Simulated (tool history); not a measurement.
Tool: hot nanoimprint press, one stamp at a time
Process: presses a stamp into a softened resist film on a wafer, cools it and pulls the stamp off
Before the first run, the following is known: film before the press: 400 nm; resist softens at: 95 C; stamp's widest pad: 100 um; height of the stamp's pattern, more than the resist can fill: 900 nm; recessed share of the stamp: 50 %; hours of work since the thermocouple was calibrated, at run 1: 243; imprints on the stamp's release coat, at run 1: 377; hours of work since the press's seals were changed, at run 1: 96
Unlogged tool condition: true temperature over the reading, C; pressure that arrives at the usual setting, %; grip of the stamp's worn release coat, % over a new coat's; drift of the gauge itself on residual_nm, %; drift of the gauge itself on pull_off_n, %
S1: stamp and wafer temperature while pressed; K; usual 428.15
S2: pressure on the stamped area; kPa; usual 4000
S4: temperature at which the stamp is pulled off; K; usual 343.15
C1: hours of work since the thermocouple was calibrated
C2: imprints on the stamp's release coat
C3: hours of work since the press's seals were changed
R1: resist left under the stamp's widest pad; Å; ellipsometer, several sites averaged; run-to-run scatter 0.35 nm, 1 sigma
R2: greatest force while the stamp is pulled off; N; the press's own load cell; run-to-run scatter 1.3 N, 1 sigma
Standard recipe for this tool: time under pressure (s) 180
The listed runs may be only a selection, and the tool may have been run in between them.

run 1 hour=0.0 | S1=428.15 S2=4000 time_under_pressure_(s)=180 S4=343.15 | C1=243 C2=377 C3=96 | R1=2101 R2=238
run 2 hour=13.4 | S1=428.15 S2=4000 time_under_pressure_(s)=180 S4=343.15 | C1=250 C2=426 C3=103 | R1=2098 R2=238
run 3 hour=26.3 | S1=428.15 S2=4000 time_under_pressure_(s)=180 S4=343.15 | C1=257 C2=473 C3=109 | R1=2098 R2=240
run 4 hour=40.6 | S1=428.15 S2=4000 time_under_pressure_(s)=180 S4=343.15 | C1=264 C2=526 C3=117 | R1=2096 R2=243
-- hour=49.6 stamp cleaned and given a new release coat
run 5 hour=59.9 | S1=428.15 S2=4430 time_under_pressure_(s)=180 S4=343.15 | C1=271 C2=37 C3=123 | R1=2017 R2=223
run 6 hour=75.5 | S1=428.15 S2=4000 time_under_pressure_(s)=180 S4=343.15 | C1=279 C2=95 C3=131 | R1=2091 R2=225
run 7 hour=94.5 | S1=428.15 S2=4000 time_under_pressure_(s)=179 S4=343.15 | C1=289 C2=164 C3=141 | R1=2098 R2=225
run 8 hour=108.2 | S1=428.15 S2=4000 time_under_pressure_(s)=179 S4=343.15 | C1=296 C2=215 C3=148 | R1=2094 R2=229
run 9 hour=124.0 | S1=428.15 S2=4000 time_under_pressure_(s)=179 S4=343.15 | C1=304 C2=273 C3=156 | R1=2093 R2=233
run 10 hour=139.2 | S1=428.15 S2=4000 time_under_pressure_(s)=180 S4=343.15 | C1=311 C2=328 C3=164 | R1=2087 R2=231
run 11 hour=149.2 | S1=428.15 S2=4000 time_under_pressure_(s)=180 S4=343.15 | C1=317 C2=365 C3=169 | R1=2084 R2=234
run 12 hour=160.3 | S1=428.15 S2=2530 time_under_pressure_(s)=180 S4=343.15 | C1=322 C2=406 C3=175 | R1=2439 R2=237
run 13 hour=175.6 | S1=428.15 S2=2530 time_under_pressure_(s)=180 S4=343.15 | C1=330 C2=462 C3=183 | R1=2440 R2=242
run 14 hour=190.4 | S1=428.15 S2=2530 time_under_pressure_(s)=180 S4=343.15 | C1=338 C2=516 C3=190 | R1=2438 R2=241
-- hour=201.9 stamp cleaned and given a new release coat
run 15 hour=207.1 | S1=428.15 S2=2530 time_under_pressure_(s)=180 S4=343.15 | C1=343 C2=19 C3=196 | R1=2431 R2=220
run 16 hour=222.9 | S1=428.15 S2=4000 time_under_pressure_(s)=103 S4=343.15 | C1=351 C2=77 C3=204 | R1=2506 R2=222
run 17 hour=241.8 | S1=428.15 S2=4000 time_under_pressure_(s)=103 S4=343.15 | C1=361 C2=146 C3=213 | R1=2502 R2=226
-- hour=247.9 plate thermocouple calibrated
run 18 hour=258.9 | S1=434.15 S2=4000 time_under_pressure_(s)=162 S4=343.15 | C1=6 C2=197 C3=221 | R1=1656 R2=232
run 19 hour=277.9 | S1=422.15 S2=5880 time_under_pressure_(s)=182 S4=337.15 | C1=15 C2=267 C3=230 | R1=2506 R2=268
run 20 hour=295.5 | S1=432.15 S2=2600 time_under_pressure_(s)=182 S4=337.15 | C1=24 C2=332 C3=239 | R1=2061 R2=271
run 21 hour=312.2 | S1=428.15 S2=4000 time_under_pressure_(s)=321 S4=334.15 | C1=33 C2=393 C3=248 | R1=1720 R2=293
run 22 hour=326.9 | S1=430.15 S2=4000 time_under_pressure_(s)=299 S4=351.15 | C1=40 C2=447 C3=255 | R1=1586 R2=195
run 23 hour=340.3 | S1=430.15 S2=4000 time_under_pressure_(s)=299 S4=351.15 | C1=47 C2=496 C3=262 | R1=1584 R2=197
-- hour=356.8 stamp cleaned and given a new release coat
run 24 hour=362.3 | S1=416.15 S2=4000 time_under_pressure_(s)=107 S4=343.15 | C1=55 C2=20 C3=271 | R1=3580 R2=223
run 25 hour=372.6 | S1=427.15 S2=4000 time_under_pressure_(s)=107 S4=349.15 | C1=61 C2=58 C3=276 | R1=2640 R2=194
run 26 hour=386.9 | S1=435.15 S2=4140 time_under_pressure_(s)=305 S4=349.15 | C1=68 C2=110 C3=283 | R1=1162 R2=195
run 27 hour=404.5 | S1=428.15 S2=4000 time_under_pressure_(s)=117 S4=343.15 | C1=77 C2=175 C3=292 | R1=2467 R2=230
run 28 hour=423.9 | S1=428.15 S2=2830 time_under_pressure_(s)=206 S4=346.15 | C1=87 C2=246 C3=302 | R1=2299 R2=218
run 29 hour=441.6 | S1=432.15 S2=5620 time_under_pressure_(s)=91 S4=346.15 | C1=96 C2=311 C3=311 | R1=1986 R2=218

Here are 3 independent what-if runs from the current tool condition. What would each one return?
run A hour=451.1 | S1=428.15 S2=3240 time_under_pressure_(s)=265 S4=343.15 | C1=101 C2=346 C3=316 | R1=? R2=?
run B hour=451.1 | S1=428.15 S2=4000 time_under_pressure_(s)=190 S4=343.15 | C1=101 C2=346 C3=316 | R1=? R2=?
run C hour=451.1 | S1=421.15 S2=5620 time_under_pressure_(s)=115 S4=346.15 | C1=101 C2=346 C3=316 | R1=? R2=?

run=A R1=2004 R2=235
run=B R1=2091 R2=235
run=C R1=2963 R2=222
Without the tool's hidden state the same runs would have given:
run=A R1=2010 R2=220
run=B R1=2094 R2=221
run=C R1=2962 R2=208

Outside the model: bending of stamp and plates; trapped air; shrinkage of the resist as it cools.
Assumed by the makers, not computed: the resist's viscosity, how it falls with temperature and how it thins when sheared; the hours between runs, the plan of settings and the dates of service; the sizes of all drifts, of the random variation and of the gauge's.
